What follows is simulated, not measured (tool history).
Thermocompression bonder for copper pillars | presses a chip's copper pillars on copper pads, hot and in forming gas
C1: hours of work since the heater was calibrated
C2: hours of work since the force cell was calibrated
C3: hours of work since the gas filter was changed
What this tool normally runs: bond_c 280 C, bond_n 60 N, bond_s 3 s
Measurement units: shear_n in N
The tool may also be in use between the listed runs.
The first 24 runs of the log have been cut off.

{"run": 25, "hour": 547.9, "bond_c": 280, "bond_n": 74, "bond_s": 2, "C1": 980, "C2": 776, "C3": 314, "shear_n": 63.6}
{"run": 26, "hour": 563.4, "bond_c": 280, "bond_n": 74, "bond_s": 2, "C1": 990, "C2": 786, "C3": 324, "shear_n": 63.7}
{"run": 27, "hour": 582.5, "bond_c": 268, "bond_n": 39, "bond_s": 8, "C1": 1002, "C2": 798, "C3": 336, "shear_n": 50.6}
{"run": 28, "hour": 597.8, "bond_c": 294, "bond_n": 65, "bond_s": 8, "C1": 1011, "C2": 808, "C3": 345, "shear_n": 86.4}
{"hour": 624.6, "done": "force cell calibrated"}
{"run": 29, "hour": 627.4, "bond_c": 280, "bond_n": 81, "bond_s": 3, "C1": 1029, "C2": 2, "C3": 363, "shear_n": 72.1}
{"run": 30, "hour": 662.9, "bond_c": 284, "bond_n": 81, "bond_s": 3, "C1": 1052, "C2": 24, "C3": 386, "shear_n": 73.8}
{"run": 31, "hour": 678.3, "bond_c": 293, "bond_n": 43, "bond_s": 6, "C1": 1061, "C2": 34, "C3": 396, "shear_n": 60.0}
{"run": 32, "hour": 700.5, "bond_c": 280, "bond_n": 60, "bond_s": 8, "C1": 1076, "C2": 48, "C3": 410, "shear_n": 74.0}
{"run": 33, "hour": 718.4, "bond_c": 280, "bond_n": 60, "bond_s": 8, "C1": 1087, "C2": 60, "C3": 421, "shear_n": 74.4}
{"hour": 722.2, "done": "forming gas filter changed"}
{"run": 34, "hour": 733.7, "bond_c": 305, "bond_n": 68, "bond_s": 6, "C1": 1096, "C2": 69, "C3": 7, "shear_n": 89.1}
{"run": 35, "hour": 765.4, "bond_c": 283, "bond_n": 68, "bond_s": 2, "C1": 1116, "C2": 89, "C3": 27, "shear_n": 60.3}
{"run": 36, "hour": 783.9, "bond_c": 283, "bond_n": 70, "bond_s": 2, "C1": 1128, "C2": 101, "C3": 39, "shear_n": 61.3}
{"run": 37, "hour": 802.2, "bond_c": 256, "bond_n": 57, "bond_s": 2, "C1": 1140, "C2": 112, "C3": 51, "shear_n": 37.3}

Consider 3 possible next runs. They are alternatives, not a sequence: every one starts from the tool as it was left by run 37. What does each give?
{"run": "A", "hour": 826.3, "bond_c": 259, "bond_n": 73, "bond_s": 2, "C1": 1155, "C2": 128, "C3": 66, "shear_n": "?"}
{"run": "B", "hour": 826.3, "bond_c": 256, "bond_n": 51, "bond_s": 7, "C1": 1155, "C2": 128, "C3": 66, "shear_n": "?"}
{"run": "C", "hour": 826.3, "bond_c": 260, "bond_n": 57, "bond_s": 2, "C1": 1155, "C2": 128, "C3": 66, "shear_n": "?"}

run=A shear_n=50.7
run=B shear_n=53.6
run=C shear_n=39.8
Stripped of hidden state, with their random variation kept, the same runs would have yielded:
run=A shear_n=47.6
run=B shear_n=50.3
run=C shear_n=37.1
